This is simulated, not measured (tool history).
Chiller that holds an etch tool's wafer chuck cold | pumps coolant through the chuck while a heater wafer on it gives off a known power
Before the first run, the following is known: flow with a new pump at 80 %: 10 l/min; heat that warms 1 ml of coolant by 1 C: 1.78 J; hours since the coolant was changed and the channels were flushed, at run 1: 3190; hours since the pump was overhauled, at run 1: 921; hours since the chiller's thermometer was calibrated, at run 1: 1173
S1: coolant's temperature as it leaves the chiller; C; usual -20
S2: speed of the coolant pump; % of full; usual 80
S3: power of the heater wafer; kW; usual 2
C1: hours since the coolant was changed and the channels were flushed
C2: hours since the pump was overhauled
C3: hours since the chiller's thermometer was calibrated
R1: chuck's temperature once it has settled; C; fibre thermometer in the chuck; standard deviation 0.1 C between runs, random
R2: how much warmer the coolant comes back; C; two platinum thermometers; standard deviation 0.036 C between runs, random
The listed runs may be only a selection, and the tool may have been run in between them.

{"run": 1, "hour": 0.0, "S1": -20, "S2": 80, "S3": 2, "C1": 3190, "C2": 921, "C3": 1173, "R1": -5.6, "R2": 6.8}
{"run": 2, "hour": 160.0, "S1": -20, "S2": 80, "S3": 2, "C1": 3350, "C2": 1081, "C3": 1333, "R1": -5.6, "R2": 6.84}
{"run": 3, "hour": 332.4, "S1": -20, "S2": 80, "S3": 1.149, "C1": 3523, "C2": 1253, "C3": 1505, "R1": -11.9, "R2": 3.92}
{"run": 4, "hour": 489.8, "S1": -20, "S2": 68, "S3": 2, "C1": 3680, "C2": 1411, "C3": 1663, "R1": -3.9, "R2": 8.09}
{"run": 5, "hour": 639.6, "S1": -20, "S2": 68, "S3": 2, "C1": 3830, "C2": 1560, "C3": 1813, "R1": -3.7, "R2": 8.04}
{"run": 6, "hour": 802.9, "S1": -20, "S2": 64, "S3": 2, "C1": 3993, "C2": 1724, "C3": 1976, "R1": -3, "R2": 8.58}
{"run": 7, "hour": 906.5, "S1": -20, "S2": 80, "S3": 2, "C1": 4097, "C2": 1827, "C3": 2080, "R1": -5.5, "R2": 6.86}
{"run": 8, "hour": 1018.2, "S1": -20, "S2": 80, "S3": 2, "C1": 4208, "C2": 1939, "C3": 2191, "R1": -5.2, "R2": 6.85}
{"run": 9, "hour": 1114.1, "S1": -20, "S2": 80, "S3": 2, "C1": 4304, "C2": 2035, "C3": 2287, "R1": -5.5, "R2": 6.93}
{"run": 10, "hour": 1224.0, "S1": -20, "S2": 80, "S3": 2, "C1": 4414, "C2": 2145, "C3": 2397, "R1": -5.1, "R2": 6.85}
{"hour": 1282.3, "done": "coolant changed, channels flushed"}
{"run": 11, "hour": 1413.6, "S1": -20, "S2": 80, "S3": 2, "C1": 131, "C2": 2329, "C3": 2581, "R1": -7, "R2": 6.95}
{"run": 12, "hour": 1538.1, "S1": -20, "S2": 80, "S3": 2, "C1": 256, "C2": 2453, "C3": 2705, "R1": -6.9, "R2": 6.96}
{"run": 13, "hour": 1639.6, "S1": -14, "S2": 68, "S3": 2, "C1": 357, "C2": 2554, "C3": 2807, "R1": 0.5, "R2": 8.2}
{"run": 14, "hour": 1779.2, "S1": -20, "S2": 83, "S3": 2.527, "C1": 497, "C2": 2694, "C3": 2946, "R1": -3.9, "R2": 8.42}
{"run": 15, "hour": 1917.3, "S1": -20, "S2": 83, "S3": 2.527, "C1": 635, "C2": 2832, "C3": 3084, "R1": -3.8, "R2": 8.55}
{"hour": 1977.1, "done": "chiller's thermometer calibrated"}
{"run": 16, "hour": 2016.2, "S1": -22, "S2": 68, "S3": 1.016, "C1": 733, "C2": 2930, "C3": 39, "R1": -14.6, "R2": 4.12}
{"run": 17, "hour": 2152.5, "S1": -20, "S2": 68, "S3": 2.965, "C1": 869, "C2": 3066, "C3": 175, "R1": 2.8, "R2": 12.21}
{"run": 18, "hour": 2241.1, "S1": -20, "S2": 68, "S3": 2.965, "C1": 958, "C2": 3155, "C3": 264, "R1": 2.9, "R2": 12.16}
{"run": 19, "hour": 2372.1, "S1": -19, "S2": 99, "S3": 1.218, "C1": 1089, "C2": 3286, "C3": 395, "R1": -11.7, "R2": 3.45}
{"run": 20, "hour": 2467.8, "S1": -26, "S2": 80, "S3": 2.416, "C1": 1185, "C2": 3382, "C3": 491, "R1": -9.4, "R2": 8.52}
{"run": 21, "hour": 2613.7, "S1": -20, "S2": 80, "S3": 2.638, "C1": 1330, "C2": 3528, "C3": 637, "R1": -1.6, "R2": 9.28}
{"run": 22, "hour": 2728.1, "S1": -23, "S2": 85, "S3": 1.512, "C1": 1445, "C2": 3642, "C3": 751, "R1": -12.9, "R2": 5.02}
{"run": 23, "hour": 2868.5, "S1": -17, "S2": 85, "S3": 2.714, "C1": 1585, "C2": 3782, "C3": 891, "R1": 1.2, "R2": 9}

Alternative continuations, all from the tool just after run 23; predict every row:
{"run": "A", "hour": 3047.8, "S1": -18, "S2": 61, "S3": 2.535, "C1": 1765, "C2": 3962, "C3": 1071, "R1": "?", "R2": "?"}
{"run": "B", "hour": 3047.8, "S1": -30, "S2": 75, "S3": 1.378, "C1": 1765, "C2": 3962, "C3": 1071, "R1": "?", "R2": "?"}
{"run": "C", "hour": 3047.8, "S1": -16, "S2": 65, "S3": 2.307, "C1": 1765, "C2": 3962, "C3": 1071, "R1": "?", "R2": "?"}
{"run": "D", "hour": 3047.8, "S1": -17, "S2": 85, "S3": 2.573, "C1": 1765, "C2": 3962, "C3": 1071, "R1": "?", "R2": "?"}

run=A R1=3.5 R2=11.71
run=B R1=-19.9 R2=5.18
run=C R1=2.8 R2=10.05
run=D R1=0.3 R2=8.56
Stripped of hidden state, with their random variation kept, the same runs would have yielded:
run=A R1=1.9 R2=11.14
run=B R1=-20.6 R2=4.93
run=C R1=1.4 R2=9.56
run=D R1=-1 R2=8.15
